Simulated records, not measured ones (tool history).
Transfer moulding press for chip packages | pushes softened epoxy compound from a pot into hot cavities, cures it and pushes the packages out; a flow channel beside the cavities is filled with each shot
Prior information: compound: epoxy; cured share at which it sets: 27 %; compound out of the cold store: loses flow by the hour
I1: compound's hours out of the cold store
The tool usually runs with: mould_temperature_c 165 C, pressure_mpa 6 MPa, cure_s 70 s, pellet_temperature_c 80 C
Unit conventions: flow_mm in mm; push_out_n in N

{"run": 1, "hour": 0.0, "mould_temperature_c": 165, "pressure_mpa": 6, "cure_s": 70, "pellet_temperature_c": 80, "I1": 27.1, "flow_mm": 758, "push_out_n": 442}
{"hour": 28.2, "done": "cavities cleaned with cleaning compound and waxed"}
{"run": 2, "hour": 39.1, "mould_temperature_c": 165, "pressure_mpa": 6, "cure_s": 70, "pellet_temperature_c": 80, "I1": 42.7, "flow_mm": 712, "push_out_n": 416}
{"hour": 73.8, "done": "plunger's sealing rings changed"}
{"hour": 75.3, "done": "cavities cleaned with cleaning compound and waxed"}
{"run": 3, "hour": 81.3, "mould_temperature_c": 165, "pressure_mpa": 6, "cure_s": 70, "pellet_temperature_c": 80, "I1": 8.8, "flow_mm": 822, "push_out_n": 434}
{"hour": 119.5, "done": "cavities cleaned with cleaning compound and waxed"}
{"run": 4, "hour": 119.5, "mould_temperature_c": 165, "pressure_mpa": 6, "cure_s": 70, "pellet_temperature_c": 80, "I1": 43.3, "flow_mm": 737, "push_out_n": 366}
{"run": 5, "hour": 140.3, "mould_temperature_c": 165, "pressure_mpa": 6, "cure_s": 70, "pellet_temperature_c": 80, "I1": 27.5, "flow_mm": 764, "push_out_n": 433}
{"hour": 164.9, "done": "cavities cleaned with cleaning compound and waxed"}
{"run": 6, "hour": 183.5, "mould_temperature_c": 165, "pressure_mpa": 6, "cure_s": 70, "pellet_temperature_c": 80, "I1": 41.6, "flow_mm": 720, "push_out_n": 413}
{"hour": 209.2, "done": "cavities cleaned with cleaning compound and waxed"}
{"run": 7, "hour": 225.4, "mould_temperature_c": 165, "pressure_mpa": 6, "cure_s": 70, "pellet_temperature_c": 80, "I1": 39, "flow_mm": 725, "push_out_n": 420}
{"hour": 256.3, "done": "cavities cleaned with cleaning compound and waxed"}
{"run": 8, "hour": 257.7, "mould_temperature_c": 165, "pressure_mpa": 6, "cure_s": 70, "pellet_temperature_c": 80, "I1": 41.3, "flow_mm": 712, "push_out_n": 376}
{"hour": 263.8, "done": "mould's thermocouples calibrated"}
{"hour": 279.2, "done": "plunger's sealing rings changed"}
{"hour": 305.5, "done": "cavities cleaned with cleaning compound and waxed"}
{"run": 9, "hour": 305.5, "mould_temperature_c": 165, "pressure_mpa": 6, "cure_s": 70, "pellet_temperature_c": 80, "I1": 8.8, "flow_mm": 819, "push_out_n": 422}
{"run": 10, "hour": 329.0, "mould_temperature_c": 165, "pressure_mpa": 6, "cure_s": 70, "pellet_temperature_c": 80, "I1": 35.3, "flow_mm": 744, "push_out_n": 495}
{"hour": 350.8, "done": "cavities cleaned with cleaning compound and waxed"}
{"run": 11, "hour": 373.9, "mould_temperature_c": 159, "pressure_mpa": 5.05, "cure_s": 70, "pellet_temperature_c": 80, "I1": 41, "flow_mm": 673, "push_out_n": 737}
{"hour": 395.3, "done": "cavities cleaned with cleaning compound and waxed"}
{"run": 12, "hour": 418.5, "mould_temperature_c": 162, "pressure_mpa": 6, "cure_s": 56, "pellet_temperature_c": 80, "I1": 32.9, "flow_mm": 750, "push_out_n": 1034}
{"hour": 442.0, "done": "cavities cleaned with cleaning compound and waxed"}
{"run": 13, "hour": 463.5, "mould_temperature_c": 162, "pressure_mpa": 6, "cure_s": 70, "pellet_temperature_c": 80, "I1": 35.5, "flow_mm": 733, "push_out_n": 570}
{"hour": 481.8, "done": "plunger's sealing rings changed"}
{"hour": 488.5, "done": "cavities cleaned with cleaning compound and waxed"}
{"hour": 505.8, "done": "mould's thermocouples calibrated, once more"}
{"run": 14, "hour": 510.0, "mould_temperature_c": 165, "pressure_mpa": 7.03, "cure_s": 70, "pellet_temperature_c": 80, "I1": 15.5, "flow_mm": 858, "push_out_n": 426}
{"hour": 535.8, "done": "cavities cleaned with cleaning compound and waxed"}
{"run": 15, "hour": 555.8, "mould_temperature_c": 165, "pressure_mpa": 7.03, "cure_s": 70, "pellet_temperature_c": 80, "I1": 19.6, "flow_mm": 846, "push_out_n": 402}
{"hour": 580.8, "done": "cavities cleaned with cleaning compound and waxed"}
{"run": 16, "hour": 587.1, "mould_temperature_c": 165, "pressure_mpa": 7.03, "cure_s": 70, "pellet_temperature_c": 80, "I1": 32.8, "flow_mm": 810, "push_out_n": 363}
{"run": 17, "hour": 622.1, "mould_temperature_c": 165, "pressure_mpa": 7.03, "cure_s": 70, "pellet_temperature_c": 80, "I1": 20.8, "flow_mm": 830, "push_out_n": 464}
{"hour": 626.0, "done": "cavities cleaned with cleaning compound and waxed"}
{"run": 18, "hour": 664.4, "mould_temperature_c": 169, "pressure_mpa": 7.03, "cure_s": 70, "pellet_temperature_c": 80, "I1": 28.6, "flow_mm": 808, "push_out_n": 382}

Below are 4 alternative next runs, each starting from the tool's condition after run 18. Predict each:
{"hour": 671.3, "done": "cavities cleaned with cleaning compound and waxed"}
{"hour": 688.6, "done": "plunger's sealing rings changed"}
{"run": "A", "hour": 694.8, "mould_temperature_c": 171, "pressure_mpa": 5.08, "cure_s": 70, "pellet_temperature_c": 89, "I1": 22.5, "flow_mm": "?", "push_out_n": "?"}
{"hour": 671.3, "done": "cavities cleaned with cleaning compound and waxed"}
{"hour": 688.6, "done": "plunger's sealing rings changed"}
{"run": "B", "hour": 694.8, "mould_temperature_c": 169, "pressure_mpa": 7.03, "cure_s": 70, "pellet_temperature_c": 80, "I1": 23.9, "flow_mm": "?", "push_out_n": "?"}
{"hour": 671.3, "done": "cavities cleaned with cleaning compound and waxed"}
{"hour": 688.6, "done": "plunger's sealing rings changed"}
{"run": "C", "hour": 694.8, "mould_temperature_c": 159, "pressure_mpa": 6.78, "cure_s": 70, "pellet_temperature_c": 83, "I1": 24.1, "flow_mm": "?", "push_out_n": "?"}
{"hour": 671.3, "done": "cavities cleaned with cleaning compound and waxed"}
{"hour": 688.6, "done": "plunger's sealing rings changed"}
{"run": "D", "hour": 694.8, "mould_temperature_c": 165, "pressure_mpa": 5.67, "cure_s": 60, "pellet_temperature_c": 80, "I1": 16.2, "flow_mm": "?", "push_out_n": "?"}

run=A flow_mm=705 push_out_n=304
run=B flow_mm=830 push_out_n=351
run=C flow_mm=835 push_out_n=617
run=D flow_mm=773 push_out_n=655
Take away the tool's hidden state, keep each run's random variation, and the runs would have read:
run=A flow_mm=706 push_out_n=255
run=B flow_mm=832 push_out_n=294
run=C flow_mm=836 push_out_n=518
run=D flow_mm=775 push_out_n=549

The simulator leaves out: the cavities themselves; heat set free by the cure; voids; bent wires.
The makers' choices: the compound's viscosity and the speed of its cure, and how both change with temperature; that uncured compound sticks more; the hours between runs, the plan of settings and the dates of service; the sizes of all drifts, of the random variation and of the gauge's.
